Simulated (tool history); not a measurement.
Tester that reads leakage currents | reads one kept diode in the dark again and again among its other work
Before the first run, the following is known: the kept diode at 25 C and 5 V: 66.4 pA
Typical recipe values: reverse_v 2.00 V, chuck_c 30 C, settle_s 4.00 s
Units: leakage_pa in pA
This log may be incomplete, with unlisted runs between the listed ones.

| run | day | reverse_v | chuck_c | settle_s | leakage_pa |
|---|---|---|---|---|---|
| 1 | 0.000 | 2.00 | 30 | 4.00 | 62.68 |
|  | 6.633 | tester calibrated |
| 2 | 7.600 | 2.00 | 37 | 4.00 | 115.33 |
| 3 | 17.500 | 15.38 | 37 | 4.00 | 261.88 |
| 4 | 25.096 | 15.38 | 37 | 4.00 | 259.44 |
| 5 | 34.542 | 15.38 | 37 | 4.00 | 255.05 |
|  | 37.371 | chuck's temperature calibrated |
| 6 | 42.033 | 2.00 | 30 | 4.00 | 70.99 |
| 7 | 47.288 | 2.00 | 30 | 4.00 | 70.65 |
| 8 | 53.592 | 2.00 | 30 | 4.00 | 69.85 |
| 9 | 63.771 | 2.00 | 30 | 4.00 | 68.76 |
| 10 | 74.000 | 2.00 | 30 | 4.00 | 68.03 |
| 11 | 78.454 | 2.00 | 30 | 4.00 | 67.37 |
| 12 | 83.275 | 2.00 | 30 | 4.00 | 66.85 |
| 13 | 87.854 | 2.00 | 30 | 4.00 | 66.50 |
| 14 | 95.458 | 6.83 | 30 | 4.00 | 111.85 |
| 15 | 101.383 | 2.00 | 53 | 4.00 | 409.54 |
| 16 | 106.050 | 2.00 | 53 | 4.00 | 407.83 |
| 17 | 115.221 | 2.00 | 30 | 4.00 | 63.70 |
| 18 | 124.021 | 2.00 | 30 | 4.00 | 62.60 |
| 19 | 133.142 | 1.60 | 30 | 4.00 | 56.51 |
|  | 137.446 | chuck's temperature calibrated |
| 20 | 138.950 | 1.16 | 30 | 4.00 | 58.25 |
| 21 | 149.025 | 5.19 | 30 | 0.59 | 110.43 |
|  | 157.792 | probe card cleaned and baked |
| 22 | 159.075 | 3.49 | 55 | 0.59 | 629.10 |
| 23 | 169.446 | 3.49 | 55 | 0.59 | 622.27 |
| 24 | 176.475 | 2.67 | 27 | 0.50 | 57.93 |
| 25 | 185.596 | 2.00 | 30 | 1.18 | 65.09 |
|  | 192.542 | tester calibrated |
| 26 | 193.004 | 2.00 | 30 | 1.18 | 65.81 |
| 27 | 198.875 | 2.00 | 30 | 1.18 | 65.41 |
| 28 | 207.667 | 3.48 | 59 | 1.89 | 803.70 |
| 29 | 214.188 | 2.00 | 59 | 0.33 | 636.57 |
| 30 | 223.642 | 2.00 | 30 | 2.13 | 62.66 |
| 31 | 232.942 | 2.00 | 30 | 2.13 | 61.84 |
|  | 237.688 | chuck's temperature calibrated |
| 32 | 242.938 | 2.00 | 30 | 0.56 | 72.71 |
| 33 | 251.896 | 2.00 | 30 | 0.56 | 71.74 |
| 34 | 259.808 | 2.00 | 31 | 0.56 | 77.19 |
| 35 | 269.700 | 2.00 | 47 | 4.00 | 275.69 |
| 36 | 279.521 | 6.15 | 22 | 4.07 | 57.88 |
| 37 | 286.417 | 1.27 | 22 | 4.07 | 28.11 |
| 38 | 296.104 | 2.00 | 58 | 4.00 | 605.09 |
| 39 | 301.833 | 2.00 | 58 | 4.00 | 596.27 |

Subtracting, for every run, the result it would have given without the tool's unlogged condition from the measured result gives the following. The same run-to-run variation enters both numbers; the gauge's scatter may not:
What the log doesn't record here: stray current of the dirty probe card, pA a volt; current scale over the true one, %; true chuck temperature over the reading, C; drift of the gauge itself on leakage_pa, %.
| run | leakage_pa |
|---|---|
| 1 | -9.02 |
| 2 | -14.53 |
| 3 | -33.26 |
| 4 | -36.10 |
| 5 | -38.68 |
| 6 | -0.24 |
| 7 | -0.88 |
| 8 | -1.58 |
| 9 | -2.59 |
| 10 | -3.67 |
| 11 | -4.17 |
| 12 | -4.70 |
| 13 | -5.18 |
| 14 | -5.93 |
| 15 | -47.03 |
| 16 | -50.07 |
| 17 | -7.91 |
| 18 | -8.76 |
| 19 | -9.13 |
| 20 | +0.44 |
| 21 | +3.76 |
| 22 | -34.05 |
| 23 | -44.47 |
| 24 | -5.04 |
| 25 | -6.78 |
| 26 | -6.01 |
| 27 | -6.63 |
| 28 | -87.32 |
| 29 | -76.85 |
| 30 | -8.89 |
| 31 | -9.74 |
| 32 | +0.58 |
| 33 | -0.42 |
| 34 | -1.60 |
| 35 | -14.33 |
| 36 | +2.58 |
| 37 | -1.15 |
| 38 | -57.48 |
| 39 | -62.38 |

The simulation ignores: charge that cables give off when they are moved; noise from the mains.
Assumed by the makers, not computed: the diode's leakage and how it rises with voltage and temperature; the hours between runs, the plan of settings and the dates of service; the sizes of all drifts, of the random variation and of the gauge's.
